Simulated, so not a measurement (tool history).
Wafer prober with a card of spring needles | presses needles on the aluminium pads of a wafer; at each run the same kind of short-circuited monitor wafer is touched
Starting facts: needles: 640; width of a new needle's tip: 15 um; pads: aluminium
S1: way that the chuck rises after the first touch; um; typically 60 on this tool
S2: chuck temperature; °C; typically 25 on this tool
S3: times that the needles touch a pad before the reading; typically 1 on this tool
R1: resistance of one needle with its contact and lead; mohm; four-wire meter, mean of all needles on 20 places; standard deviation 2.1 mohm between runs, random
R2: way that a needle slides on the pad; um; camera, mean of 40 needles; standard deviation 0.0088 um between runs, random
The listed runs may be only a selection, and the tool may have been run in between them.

Run 1, hour 0: usual settings. Result: R1 345 mohm, R2 7.224 um.
At hour 4.1: tips cleaned on abrasive film.
At hour 38.3: tips cleaned on abrasive film.
Run 2, hour 42.8: usual settings. Result: R1 295 mohm, R2 7.231 um.
At hour 73.1: tips cleaned on abrasive film.
Run 3, hour 76: usual settings. Result: R1 268 mohm, R2 7.21 um.
At hour 110.1: tips cleaned on abrasive film.
Run 4, hour 112.6: usual settings but S1 70 um. Result: R1 264 mohm, R2 8.424 um.
At hour 144.2: tips cleaned on abrasive film.
Run 5, hour 153: usual settings but S1 70 um. Result: R1 296 mohm, R2 8.413 um.
Run 6, hour 174.6: usual settings but S1 70 um. Result: R1 316 mohm, R2 8.415 um.
At hour 179.9: tips cleaned on abrasive film.
Run 7, hour 210.3: usual settings but S1 70 um. Result: R1 318 mohm, R2 8.409 um.
At hour 216.4: tips cleaned on abrasive film.
At hour 221.1: height of the first contact set anew.
Run 8, hour 231.8: usual settings but S1 70 um. Result: R1 311 mohm, R2 8.47 um.
At hour 251.7: tips cleaned on abrasive film.
Run 9, hour 265.5: usual settings. Result: R1 332 mohm, R2 7.271 um.
At hour 286.5: tips cleaned on abrasive film.
Run 10, hour 291.3: usual settings but S2 121 °C. Result: R1 305 mohm, R2 7.256 um.
Run 11, hour 315: usual settings but S2 121 °C, S3 2. Result: R1 321 mohm, R2 7.254 um.
At hour 321.2: tips cleaned on abrasive film.
Run 12, hour 336.6: usual settings but S2 121 °C, S3 2. Result: R1 318 mohm, R2 7.228 um.
At hour 356.3: tips cleaned on abrasive film.
Run 13, hour 377: usual settings but S2 121 °C, S3 2. Result: R1 322 mohm, R2 7.217 um.
At hour 391.8: tips cleaned on abrasive film.
Run 14, hour 417.7: usual settings but S2 121 °C, S3 2. Result: R1 322 mohm, R2 7.224 um.
At hour 427.2: tips cleaned on abrasive film.
Run 15, hour 454.7: usual settings but S2 121 °C, S3 2. Result: R1 319 mohm, R2 7.229 um.
At hour 464: tips cleaned on abrasive film.
Run 16, hour 491.5: usual settings but S2 121 °C, S3 2. Result: R1 322 mohm, R2 7.204 um.
At hour 499.7: tips cleaned on abrasive film.
Run 17, hour 528.6: usual settings but S2 74 °C. Result: R1 354 mohm, R2 7.196 um.
At hour 534.9: tips cleaned on abrasive film.
Run 18, hour 551: usual settings but S2 74 °C. Result: R1 345 mohm, R2 7.214 um.
At hour 570.9: tips cleaned on abrasive film.
Run 19, hour 582.5: usual settings but S1 43 um, S2 100 °C. Result: R1 432 mohm, R2 5.139 um.
At hour 608.1: tips cleaned on abrasive film.
Run 20, hour 622.6: usual settings but S1 78 um, S3 2. Result: R1 266 mohm, R2 9.372 um.
At hour 641.8: tips cleaned on abrasive film.
Run 21, hour 641.8: usual settings but S1 46 um, S2 61 °C. Result: R1 265 mohm, R2 5.483 um.
At hour 657.9: height of the first contact set anew.
At hour 677.3: tips cleaned on abrasive film.
Run 22, hour 683.9: usual settings but S1 55 um, S2 60 °C. Result: R1 333 mohm, R2 6.655 um.
At hour 711.8: tips cleaned on abrasive film.
Run 23, hour 717: usual settings but S1 41 um, S2 41 °C, S3 2. Result: R1 326 mohm, R2 4.943 um.
Run 24, hour 744.9: usual settings but S1 41 um, S2 41 °C, S3 2. Result: R1 387 mohm, R2 4.965 um.
At hour 748.2: tips cleaned on abrasive film.
At hour 783: tips cleaned on abrasive film.
Run 25, hour 783: usual settings but S1 41 um, S2 41 °C, S3 2. Result: R1 263 mohm, R2 4.937 um.
At hour 819.2: tips cleaned on abrasive film.
Run 26, hour 825.8: usual settings but S2 111 °C, S3 2. Result: R1 299 mohm, R2 7.239 um.
At hour 853.5: tips cleaned on abrasive film.
Run 27, hour 854.3: usual settings but S2 106 °C, S3 2. Result: R1 269 mohm, R2 7.225 um.
At hour 890.9: tips cleaned on abrasive film.
Run 28, hour 891.5: usual settings but S1 42 um, S2 28 °C. Result: R1 282 mohm, R2 5.035 um.
At hour 924.7: tips cleaned on abrasive film.
Run 29, hour 933.7: usual settings but S2 28 °C. Result: R1 330 mohm, R2 7.214 um.
At hour 960.8: tips cleaned on abrasive film.
Run 30, hour 975.7: usual settings but S2 28 °C. Result: R1 339 mohm, R2 7.226 um.
At hour 996: tips cleaned on abrasive film.
Run 31, hour 1010: usual settings but S1 62 um, S2 32 °C, S3 2. Result: R1 292 mohm, R2 7.434 um.
At hour 1031.4: tips cleaned on abrasive film.
Run 32, hour 1048.4: usual settings but S1 62 um, S2 32 °C, S3 2. Result: R1 301 mohm, R2 7.436 um.

A few steps of R1 between consecutive runs. Split each: what settings, incoming material and random variation would produce without the hidden state, and what is left over for the hidden state, along with gauge scatter present in only one of the two compared results (measured, and without hidden state):
Hidden conditions of the tool in this case: debris on the tips, nm; way that the needles fall short of the set height, um; tips' diameter, um; drift of the gauge itself on contact_mohm, %; drift of the gauge itself on scrub_um, %.
Run 18 -> 19: S1 60 -> 43, S2 74 -> 100, tips cleaned on abrasive film. R1 +87 mohm: hidden state +69, all else +18.
Run 19 -> 20: S1 43 -> 78, S2 100 -> 25, S3 1 -> 2, tips cleaned on abrasive film. R1 -166 mohm: hidden state -128, all else -38.
Run 21 -> 22: S1 46 -> 55, S2 61 -> 60, height of the first contact set anew, tips cleaned on abrasive film. R1 +68 mohm: hidden state +71, all else -3.
Run 24 -> 25: tips cleaned on abrasive film, tips cleaned on abrasive film. R1 -124 mohm: hidden state -126, all else +2.

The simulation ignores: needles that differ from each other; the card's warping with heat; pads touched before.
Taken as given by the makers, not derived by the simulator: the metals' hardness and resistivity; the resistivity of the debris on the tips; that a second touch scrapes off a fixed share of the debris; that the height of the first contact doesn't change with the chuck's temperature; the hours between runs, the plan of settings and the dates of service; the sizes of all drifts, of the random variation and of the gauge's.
